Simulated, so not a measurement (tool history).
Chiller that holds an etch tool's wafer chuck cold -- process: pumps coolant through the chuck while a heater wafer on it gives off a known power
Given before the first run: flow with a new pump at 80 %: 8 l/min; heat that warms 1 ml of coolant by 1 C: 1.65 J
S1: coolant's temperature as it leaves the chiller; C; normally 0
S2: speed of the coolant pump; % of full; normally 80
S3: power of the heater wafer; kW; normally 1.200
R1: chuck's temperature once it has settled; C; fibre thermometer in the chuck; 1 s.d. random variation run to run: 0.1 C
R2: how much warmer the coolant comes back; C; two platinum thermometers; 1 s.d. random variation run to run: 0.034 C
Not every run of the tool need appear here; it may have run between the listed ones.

run     day  S1  S2     S3    R1    R2
  1   0.000   0  80  1.200  12.1  5.46
  2   0.792   0  80  1.200  12.0  5.45
  3   1.871   0  98  1.200  10.1  4.51
  4   3.171   0  80  1.200  12.0  5.50
  5   4.279  -6  80  1.200   6.2  5.46
  6   5.267   0  80  1.200  12.1  5.49
  7   6.158   0  80  1.200  12.2  5.49
  8   7.296   0  80  1.200  12.0  5.50
  9   7.912   0  80  1.200  12.0  5.50
 10   9.250   0  80  1.200  12.0  5.46
 11   9.942   0  80  1.770  18.1  8.11
 12  11.375   0  80  1.770  18.1  8.08
     11.542  -- chiller's thermometer calibrated
 13  12.779   0  80  1.009   9.8  4.62
 14  13.850  -2  80  1.009   7.8  4.66
     14.350  -- chiller's thermometer calibrated, once more
 15  15.212  -2  80  1.009   8.7  4.59
 16  16.138  -5  80  1.200   7.6  5.56
 17  16.808  -5  80  1.200   7.5  5.55
 18  17.667  -2  96  1.696  13.0  6.48
 19  18.950   0  78  0.780   8.4  3.69
 20  20.117   3  74  1.192  16.3  5.86
 21  21.308   9  86  0.645  15.3  2.79
 22  22.000  10  80  0.851  18.9  3.91
 23  23.271  10  80  0.851  18.8  3.94
 24  23.992   8  95  1.200  18.9  4.68
 25  25.050   8  84  1.618  24.6  7.09
 26  25.808   4  80  1.397  18.8  6.36
 27  26.708  -9  98  1.332   2.7  4.98
 28  27.500  -7  65  1.556  12.7  8.86
 29  28.921   2  76  0.724   9.8  3.51
 30  29.629   5  80  0.704  12.3  3.25
 31  30.617   5  80  0.704  12.4  3.27
 32  31.225   0  83  0.605   6.1  2.71
 33  32.596   0  83  0.605   6.2  2.73

3 ways to go on from here, each from the tool as it stands after run 33. What would each give?
  A  33.796   0  80  0.691   ?   ?
  B  33.796   0  93  0.605   ?   ?
  C  33.796   5  90  1.178   ?   ?

run    R1    R2
  A   7.3  3.14
  B   5.4  2.41
  C  16.2  4.83
Without the tool's hidden state the same runs would have given:
run    R1    R2
  A   7.2  3.09
  B   5.3  2.37
  C  16.0  4.76
